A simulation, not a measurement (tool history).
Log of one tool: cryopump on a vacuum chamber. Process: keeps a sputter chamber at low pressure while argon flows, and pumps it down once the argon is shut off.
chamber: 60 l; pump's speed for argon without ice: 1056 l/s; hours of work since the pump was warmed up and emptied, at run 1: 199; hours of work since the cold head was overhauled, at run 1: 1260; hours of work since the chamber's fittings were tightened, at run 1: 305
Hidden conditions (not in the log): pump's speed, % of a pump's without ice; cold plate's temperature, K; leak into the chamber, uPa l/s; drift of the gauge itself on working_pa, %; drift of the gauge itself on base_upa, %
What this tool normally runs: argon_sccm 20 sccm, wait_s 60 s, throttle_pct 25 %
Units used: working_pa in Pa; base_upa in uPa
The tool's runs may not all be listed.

run    hour  argon_sccm  wait_s  throttle_pct  hours of work since the pump was warmed up and emptied  hours of work since the cold head was overhauled  hours of work since the chamber's fittings were tightened  working_pa  base_upa
  1       0          20      60            25                                                     199                                              1260                                                        305      0.1307      1.16
  2    61.8          20      60            25                                                     234                                              1295                                                        341      0.1311      1.24
  3   102.2          20      60            26                                                     258                                              1318                                                        364      0.1258      1.26
  4   139.8          20      60            26                                                     279                                              1340                                                        386      0.1263      1.24
  5   187.9          20      60            26                                                     307                                              1368                                                        413      0.1275       1.3
  6   218.3          20      60            48                                                     324                                              1385                                                        431      0.0709      1.33
  7   283.4          20      60            16                                                     362                                              1423                                                        468      0.2056      1.41
  8   317.3          20      60            36                                                     382                                              1442                                                        488      0.0934      1.41
  9   351.4          20      60            36                                                     401                                              1462                                                        507      0.0931      1.42
 10     387          20      60            34                                                     422                                              1483                                                        528      0.1002      1.48
 11   446.1          20      60            34                                                     456                                              1517                                                        562      0.1006      1.46
 12   478.8          20     219            25                                                     475                                              1536                                                        581      0.1331      1.01
 13   539.3          20     219            25                                                     510                                              1570                                                        616      0.1356      1.12
 14   601.7          20     219            25                                                     545                                              1606                                                        652      0.1359      1.17
 15   661.5          20      60            36                                                     580                                              1641                                                        686      0.0971      1.67
 16   691.6          20     180            36                                                     597                                              1658                                                        704      0.0976      1.29
 17   762.1          15     132            31                                                     638                                              1699                                                        744      0.0843      1.36
 18   792.7           8     103            31                                                     656                                              1716                                                        762      0.0451      1.51
 19   836.8          20     170            53                                                     681                                              1742                                                        787      0.0694      1.38
 20   869.1          20      60            29                                                     700                                              1761                                                        806        0.12      1.82
 21   934.8          20      60            29                                                     738                                              1798                                                        844      0.1204      1.86
 22  1005.5          36      34            16                                                     778                                              1839                                                        884      0.3823      2.42
 23  1050.1          36      34            16                                                     804                                              1865                                                        910      0.3818      2.56

The next listed run, before its measurement:
 24  1090.6          11      34            17                                                     827                                              1888                                                        934           ?         ?

{"run 24": {"working_pa": 0.1105, "base_upa": 2.49}}
With no hidden state in the tool, this same run would have given working_pa 0.104 Pa, base_upa 1.37 uPa.

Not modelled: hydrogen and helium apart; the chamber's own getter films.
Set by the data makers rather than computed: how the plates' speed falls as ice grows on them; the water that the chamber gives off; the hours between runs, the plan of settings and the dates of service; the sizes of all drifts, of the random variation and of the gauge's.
